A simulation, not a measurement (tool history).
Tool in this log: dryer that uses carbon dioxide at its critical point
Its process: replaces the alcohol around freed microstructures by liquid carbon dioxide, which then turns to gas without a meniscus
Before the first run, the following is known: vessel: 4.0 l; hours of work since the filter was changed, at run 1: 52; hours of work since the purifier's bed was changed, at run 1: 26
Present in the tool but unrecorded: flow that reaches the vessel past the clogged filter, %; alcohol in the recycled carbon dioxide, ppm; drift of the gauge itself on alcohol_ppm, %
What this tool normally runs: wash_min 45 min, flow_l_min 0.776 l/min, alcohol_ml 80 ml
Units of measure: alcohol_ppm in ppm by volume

run,hour,wash_min,flow_l_min,alcohol_ml,hours of work since the filter was changed,hours of work since the purifier's bed was changed,alcohol_ppm
1,0.0,45,0.776,80,52,26,58
2,8.1,45,0.776,80,58,32,50
3,20.3,45,0.776,80,67,40,59
4,32.7,45,0.776,80,76,49,53
5,41.3,45,0.776,80,82,56,58
6,47.0,45,0.776,100,86,60,69
7,56.1,45,0.776,80,93,66,57
8,62.8,45,0.776,80,98,71,68
9,68.5,45,0.519,80,102,75,357
10,82.3,45,0.519,80,112,85,361
11,88.8,45,0.519,80,117,90,363
12,97.5,45,0.519,80,123,96,372
13,108.0,45,0.519,80,131,104,377
14,119.6,53,0.886,80,139,112,38
15,132.4,53,0.886,80,148,122,34
16,138.5,60,0.749,62,153,126,30
17,151.7,52,0.656,80,162,136,89
18,165.1,52,0.979,26,172,145,35
19,174.7,52,0.979,26,179,152,38
20,187.1,50,0.882,80,188,161,43
21,195.3,34,0.529,80,194,167,993
22,202.7,45,1.104,48,199,173,37
23,212.2,45,1.131,20,206,180,51

5 ways to go on from here, each from the tool as it stands after run 23. What would each give?
A,224.0,45,0.596,107,215,188,?
B,224.0,29,1.131,81,215,188,?
C,224.0,45,0.902,20,215,188,?
D,224.0,60,1.087,80,215,188,?
E,224.0,36,1.131,33,215,188,?

run,alcohol_ppm
A,352
B,139
C,46
D,44
E,52
With no hidden state in the tool, these same runs would have given:
run,alcohol_ppm
A,216
B,67
C,7
D,8
E,11
